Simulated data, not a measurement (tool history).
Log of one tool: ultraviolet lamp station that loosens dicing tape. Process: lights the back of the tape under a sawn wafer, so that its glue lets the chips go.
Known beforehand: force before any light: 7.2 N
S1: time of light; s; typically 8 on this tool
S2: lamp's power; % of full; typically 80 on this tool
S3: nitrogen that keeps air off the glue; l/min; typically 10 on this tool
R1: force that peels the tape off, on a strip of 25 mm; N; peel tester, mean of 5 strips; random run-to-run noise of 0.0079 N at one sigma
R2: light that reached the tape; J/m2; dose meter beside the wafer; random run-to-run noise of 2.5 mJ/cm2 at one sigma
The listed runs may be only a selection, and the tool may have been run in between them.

run 1 hour=0 | S1=8 S2=80 S3=10 | R1=0.491 R2=2490
run 2 hour=65.2 | S1=8 S2=80 S3=10 | R1=0.549 R2=2390
run 3 hour=104.9 | S1=8 S2=80 S3=10 | R1=0.614 R2=2340
run 4 hour=145.7 | S1=6 S2=80 S3=10 | R1=1.13 R2=1690
run 5 hour=207 | S1=6 S2=80 S3=10 | R1=1.221 R2=1560
run 6 hour=268.2 | S1=6 S2=80 S3=10 | R1=1.321 R2=1530
run 7 hour=320.6 | S1=6 S2=80 S3=10 | R1=1.428 R2=1470
run 8 hour=374 | S1=8 S2=91 S3=10 | R1=0.71 R2=2180
-- hour=412.4 window cleaned of glue's vapour
run 9 hour=412.4 | S1=8 S2=91 S3=10 | R1=0.851 R2=1950
run 10 hour=486.4 | S1=8 S2=91 S3=10 | R1=0.95 R2=1870
-- hour=533.4 window cleaned of glue's vapour, once more
run 11 hour=555.7 | S1=8 S2=80 S3=17 | R1=0.606 R2=1950
run 12 hour=613.4 | S1=8 S2=80 S3=17 | R1=0.669 R2=1840
run 13 hour=647.3 | S1=8 S2=80 S3=10 | R1=1.041 R2=1750
run 14 hour=714.9 | S1=8 S2=80 S3=10 | R1=1.137 R2=1680
run 15 hour=786 | S1=8 S2=80 S3=10 | R1=1.274 R2=1590
-- hour=819.4 lamp changed
run 16 hour=843.1 | S1=8 S2=77 S3=10 | R1=0.45 R2=2680
run 17 hour=914.5 | S1=8 S2=77 S3=10 | R1=0.479 R2=2540
-- hour=946.1 window cleaned of glue's vapour
run 18 hour=969 | S1=8 S2=77 S3=10 | R1=0.39 R2=2800
run 19 hour=1015 | S1=8 S2=77 S3=10 | R1=0.413 R2=2710
run 20 hour=1055 | S1=5 S2=80 S3=10 | R1=1.157 R2=1710
run 21 hour=1092.4 | S1=5 S2=80 S3=10 | R1=1.167 R2=1730
run 22 hour=1158.1 | S1=5 S2=80 S3=10 | R1=1.212 R2=1610
run 23 hour=1213.1 | S1=11 S2=81 S3=11 | R1=0.21 R2=3430
run 24 hour=1273.5 | S1=11 S2=81 S3=11 | R1=0.24 R2=3330
run 25 hour=1315.2 | S1=16 S2=69 S3=9 | R1=0.184 R2=3990
-- hour=1357.5 window cleaned of glue's vapour
run 26 hour=1380.1 | S1=16 S2=62 S3=9 | R1=0.188 R2=3880
run 27 hour=1448.3 | S1=7 S2=94 S3=6 | R1=0.833 R2=2460
run 28 hour=1481.3 | S1=7 S2=94 S3=6 | R1=0.848 R2=2390
run 29 hour=1548.1 | S1=7 S2=94 S3=6 | R1=0.92 R2=2270
run 30 hour=1582.5 | S1=7 S2=94 S3=6 | R1=0.983 R2=2250
run 31 hour=1645.8 | S1=8 S2=98 S3=10 | R1=0.491 R2=2530
run 32 hour=1695.7 | S1=8 S2=82 S3=10 | R1=0.724 R2=2060
run 33 hour=1739.4 | S1=8 S2=84 S3=3 | R1=1.787 R2=2040
-- hour=1771 window cleaned of glue's vapour
run 34 hour=1813.2 | S1=16 S2=93 S3=17 | R1=0.1 R2=4840
run 35 hour=1882.3 | S1=16 S2=93 S3=17 | R1=0.1 R2=4590
run 36 hour=1943.4 | S1=8 S2=80 S3=10 | R1=0.908 R2=1900
run 37 hour=1996.7 | S1=8 S2=63 S3=10 | R1=1.453 R2=1420
run 38 hour=2070 | S1=13 S2=100 S3=7 | R1=0.316 R2=3460
run 39 hour=2117.3 | S1=7 S2=80 S3=6 | R1=1.93 R2=1450
-- hour=2155.3 lamp changed
run 40 hour=2180.9 | S1=15 S2=88 S3=14 | R1=0.106 R2=5560
-- hour=2188.1 window cleaned of glue's vapour
run 41 hour=2220.4 | S1=11 S2=70 S3=3 | R1=0.688 R2=3540
run 42 hour=2267.5 | S1=6 S2=80 S3=10 | R1=0.708 R2=2160
run 43 hour=2337.6 | S1=6 S2=76 S3=10 | R1=0.837 R2=2000
run 44 hour=2376.8 | S1=5 S2=96 S3=14 | R1=0.627 R2=2020

Each row is a separate what-if for the run after 44, all from the same tool condition, not one after another. Results?
run A hour=2432.1 | S1=5 S2=89 S3=10 | R1=? R2=?
run B hour=2432.1 | S1=5 S2=81 S3=14 | R1=? R2=?
run C hour=2432.1 | S1=6 S2=82 S3=16 | R1=? R2=?

run=A R1=0.953 R2=1820
run=B R1=0.979 R2=1650
run=C R1=0.574 R2=1960
The same runs, with their run-to-run variation unchanged, on a tool lacking any hidden condition would have given:
run=A R1=0.677 R2=2160
run=B R1=0.694 R2=1950
run=C R1=0.383 R2=2330

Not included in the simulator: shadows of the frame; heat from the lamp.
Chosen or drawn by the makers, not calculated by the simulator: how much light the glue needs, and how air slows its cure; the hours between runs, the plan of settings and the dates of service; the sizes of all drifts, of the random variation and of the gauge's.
